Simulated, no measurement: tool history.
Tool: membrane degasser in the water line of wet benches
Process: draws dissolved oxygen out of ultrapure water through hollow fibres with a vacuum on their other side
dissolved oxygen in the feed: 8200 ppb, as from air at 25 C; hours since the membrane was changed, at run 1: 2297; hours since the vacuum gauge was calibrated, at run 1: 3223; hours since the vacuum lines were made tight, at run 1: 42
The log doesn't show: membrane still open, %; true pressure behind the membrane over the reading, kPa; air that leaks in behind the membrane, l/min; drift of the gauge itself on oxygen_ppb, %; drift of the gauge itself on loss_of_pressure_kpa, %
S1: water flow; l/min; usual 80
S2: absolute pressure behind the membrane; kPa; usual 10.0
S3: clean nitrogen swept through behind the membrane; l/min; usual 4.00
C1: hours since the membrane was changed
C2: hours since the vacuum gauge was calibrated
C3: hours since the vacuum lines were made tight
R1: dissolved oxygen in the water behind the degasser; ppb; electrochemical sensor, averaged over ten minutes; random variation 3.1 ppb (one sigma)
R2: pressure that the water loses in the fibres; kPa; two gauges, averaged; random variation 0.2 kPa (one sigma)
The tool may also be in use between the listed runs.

| run | day | S1 | S2 | S3 | C1 | C2 | C3 | R1 | R2 |
|---|---|---|---|---|---|---|---|---|---|
| 1 | 0.000 | 80 | 10.0 | 4.00 | 2297 | 3223 | 42 | 366.7 | 46.65 |
| 2 | 1.367 | 80 | 10.0 | 4.00 | 2330 | 3256 | 75 | 366.1 | 46.76 |
| 3 | 3.792 | 80 | 10.0 | 4.00 | 2388 | 3314 | 133 | 371.7 | 46.64 |
| 4 | 6.267 | 80 | 15.2 | 4.00 | 2448 | 3374 | 193 | 588.4 | 47.27 |
| 5 | 8.304 | 80 | 10.0 | 4.00 | 2496 | 3422 | 241 | 369.5 | 46.81 |
| 6 | 10.075 | 80 | 10.0 | 4.00 | 2539 | 3465 | 284 | 366.7 | 46.48 |
| 7 | 11.588 | 80 | 10.0 | 4.00 | 2575 | 3501 | 320 | 369.1 | 46.69 |
| 8 | 13.929 | 80 | 10.0 | 4.00 | 2631 | 3557 | 376 | 368.2 | 46.97 |
| 9 | 16.262 | 121 | 6.6 | 1.98 | 2687 | 3613 | 432 | 575.0 | 71.37 |
| 10 | 17.571 | 121 | 6.6 | 1.98 | 2719 | 3645 | 464 | 571.5 | 71.02 |
| 11 | 18.721 | 121 | 6.6 | 1.98 | 2746 | 3672 | 491 | 578.7 | 71.39 |
| 12 | 19.933 | 121 | 7.2 | 6.15 | 2776 | 3702 | 521 | 379.0 | 71.50 |
| 13 | 21.212 | 121 | 8.9 | 3.58 | 2806 | 3732 | 551 | 579.2 | 71.49 |
| 14 | 22.796 | 63 | 6.5 | 11.06 | 2844 | 3770 | 589 | 84.4 | 36.89 |
| 15 | 24.867 | 63 | 7.0 | 11.06 | 2894 | 3820 | 639 | 89.2 | 37.40 |
| 16 | 26.029 | 63 | 7.0 | 11.06 | 2922 | 3848 | 667 | 91.5 | 37.48 |

Measured less the same run without the tool's hidden state. The same run-to-run variation is in both; the gauge's scatter may not be:
| run | R1 | R2 |
|---|---|---|
| 1 | +17.8 | +1.39 |
| 2 | +18.1 | +1.42 |
| 3 | +18.7 | +1.45 |
| 4 | +18.5 | +1.52 |
| 5 | +19.4 | +1.53 |
| 6 | +19.6 | +1.55 |
| 7 | +20.0 | +1.59 |
| 8 | +20.3 | +1.62 |
| 9 | +47.8 | +2.52 |
| 10 | +48.0 | +2.56 |
| 11 | +49.0 | +2.59 |
| 12 | +36.0 | +2.63 |
| 13 | +39.8 | +2.65 |
| 14 | +10.3 | +1.39 |
| 15 | +10.2 | +1.41 |
| 16 | +10.6 | +1.45 |
